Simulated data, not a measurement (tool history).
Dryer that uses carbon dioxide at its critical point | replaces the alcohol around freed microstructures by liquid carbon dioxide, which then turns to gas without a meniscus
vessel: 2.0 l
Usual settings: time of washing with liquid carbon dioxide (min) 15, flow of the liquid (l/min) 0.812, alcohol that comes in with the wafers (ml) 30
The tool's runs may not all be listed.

run   hour  time of washing with liquid carbon dioxide (min)  flow of the liquid (l/min)  alcohol that comes in with the wafers (ml)  alcohol left in the vessel before it's heated (ppm by volume)
  1    0.0                                                15                       0.812                                          30                                                             84
  2    7.2                                                15                       0.812                                          30                                                             76
  3   13.7                                                15                       0.812                                          30                                                             78
  4   21.2                                                15                       0.812                                          40                                                            112
  5   28.1                                                15                       0.812                                          40                                                            104
  6   36.3                                                15                       0.812                                          40                                                            103
  7   45.9                                                12                       0.812                                          30                                                            233
  8   50.5                                                12                       0.812                                          30                                                            240
  9   58.7                                                10                       0.812                                          30                                                            475
 10   66.8                                                10                       0.812                                          30                                                            480
 11   70.9                                                15                       0.812                                          26                                                             66
 12   79.4                                                15                       0.812                                          26                                                             80
 13   85.6                                                15                       0.812                                          26                                                             94
 14   93.8                                                15                       0.812                                          26                                                             85
 15  103.5                                                15                       0.812                                          85                                                            267
 16  109.3                                                16                       0.812                                          30                                                             77
 17  113.8                                                16                       0.812                                          30                                                             82
 18  121.9                                                14                       0.812                                          30                                                            152
 19  129.6                                                14                       0.812                                          30                                                            145
 20  139.1                                                20                       1.243                                          98                                                             13
 21  145.4                                                20                       1.243                                          98                                                             11
 22  153.7                                                18                       0.494                                          72                                                           1038
 23  160.6                                                18                       0.707                                          72                                                            217
 24  164.6                                                10                       0.632                                          41                                                           1592
 25  173.7                                                10                       0.632                                          41                                                           1645
 26  179.9                                                10                       0.867                                          42                                                            665
 27  189.0                                                18                       0.545                                          56                                                            589
 28  193.3                                                16                       0.492                                          20                                                            473
 29  200.2                                                11                       0.586                                          28                                                           1141
 30  204.7                                                13                       0.586                                          28                                                            722
 31  209.6                                                13                       0.586                                          28                                                            718
 32  215.2                                                13                       0.614                                          64                                                           1407
 33  223.7                                                10                       0.812                                          63                                                           1315
 34  230.1                                                10                       0.812                                          63                                                           1374
 35  236.2                                                15                       0.666                                         105                                                           1108
 36  242.1                                                10                       0.615                                          36                                                           1702
 37  251.7                                                10                       0.615                                          36                                                           1750
 38  258.5                                                10                       0.875                                          36                                                            619

Some steps in alcohol left in the vessel before it's heated (ppm by volume) between neighbouring runs. How much of each would the tool show without its hidden state too (settings, what came in, random variation), and how much is left for the hidden state, with any gauge scatter that isn't in both results?
The hidden state here: flow that reaches the vessel past the clogged filter, %; alcohol in the recycled carbon dioxide, ppm; drift of the gauge itself on alcohol_ppm, %.
Run 21 -> 22: time of washing with liquid carbon dioxide (min) 20 -> 18, flow of the liquid (l/min) 1.243 -> 0.494, alcohol that comes in with the wafers (ml) 98 -> 72. alcohol left in the vessel before it's heated (ppm by volume) +1027: hidden state +299, all else +728.
Run 23 -> 24: time of washing with liquid carbon dioxide (min) 18 -> 10, flow of the liquid (l/min) 0.707 -> 0.632, alcohol that comes in with the wafers (ml) 72 -> 41. alcohol left in the vessel before it's heated (ppm by volume) +1375: hidden state +282, all else +1093.
Run 37 -> 38: flow of the liquid (l/min) 0.615 -> 0.875. alcohol left in the vessel before it's heated (ppm by volume) -1131: hidden state -282, all else -849.
